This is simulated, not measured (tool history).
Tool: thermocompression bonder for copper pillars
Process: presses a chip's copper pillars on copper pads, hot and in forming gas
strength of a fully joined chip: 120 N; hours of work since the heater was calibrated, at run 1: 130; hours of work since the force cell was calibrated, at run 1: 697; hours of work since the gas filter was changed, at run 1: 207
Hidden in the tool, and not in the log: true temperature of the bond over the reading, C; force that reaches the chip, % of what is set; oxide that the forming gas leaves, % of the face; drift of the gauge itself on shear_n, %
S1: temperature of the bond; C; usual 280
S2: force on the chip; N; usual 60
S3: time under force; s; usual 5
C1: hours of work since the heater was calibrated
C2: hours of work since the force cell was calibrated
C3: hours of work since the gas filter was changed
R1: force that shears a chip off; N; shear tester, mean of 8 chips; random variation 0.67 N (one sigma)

{"run": 1, "day": 0.0, "S1": 280, "S2": 60, "S3": 5, "C1": 130, "C2": 697, "C3": 207, "R1": 44.1}
{"run": 2, "day": 0.204, "S1": 280, "S2": 60, "S3": 5, "C1": 132, "C2": 700, "C3": 210, "R1": 42.8}
{"run": 3, "day": 0.483, "S1": 280, "S2": 43, "S3": 5, "C1": 136, "C2": 704, "C3": 213, "R1": 33.6}
{"run": 4, "day": 0.875, "S1": 280, "S2": 43, "S3": 5, "C1": 141, "C2": 709, "C3": 219, "R1": 34.7}
{"run": 5, "day": 1.258, "S1": 280, "S2": 43, "S3": 5, "C1": 147, "C2": 714, "C3": 224, "R1": 33.6}
{"run": 6, "day": 1.625, "S1": 280, "S2": 43, "S3": 5, "C1": 151, "C2": 719, "C3": 229, "R1": 34.1}
{"day": 2.004, "done": "forming gas filter changed"}
{"run": 7, "day": 2.071, "S1": 280, "S2": 43, "S3": 5, "C1": 157, "C2": 725, "C3": 1, "R1": 35.5}
{"run": 8, "day": 2.346, "S1": 280, "S2": 43, "S3": 5, "C1": 161, "C2": 729, "C3": 5, "R1": 34.2}
{"run": 9, "day": 2.55, "S1": 280, "S2": 43, "S3": 5, "C1": 164, "C2": 731, "C3": 7, "R1": 33.2}
{"run": 10, "day": 2.883, "S1": 280, "S2": 60, "S3": 5, "C1": 168, "C2": 736, "C3": 12, "R1": 43.9}
{"run": 11, "day": 3.117, "S1": 280, "S2": 60, "S3": 12, "C1": 171, "C2": 739, "C3": 15, "R1": 61.6}

Forecast run 12:
{"run": 12, "day": 3.5, "S1": 280, "S2": 60, "S3": 5, "C1": 177, "C2": 744, "C3": 20, "R1": "?"}

Run 12 gave R1 43.6 N.
Without the tool's hidden state the same run would have given R1 43.6 N.
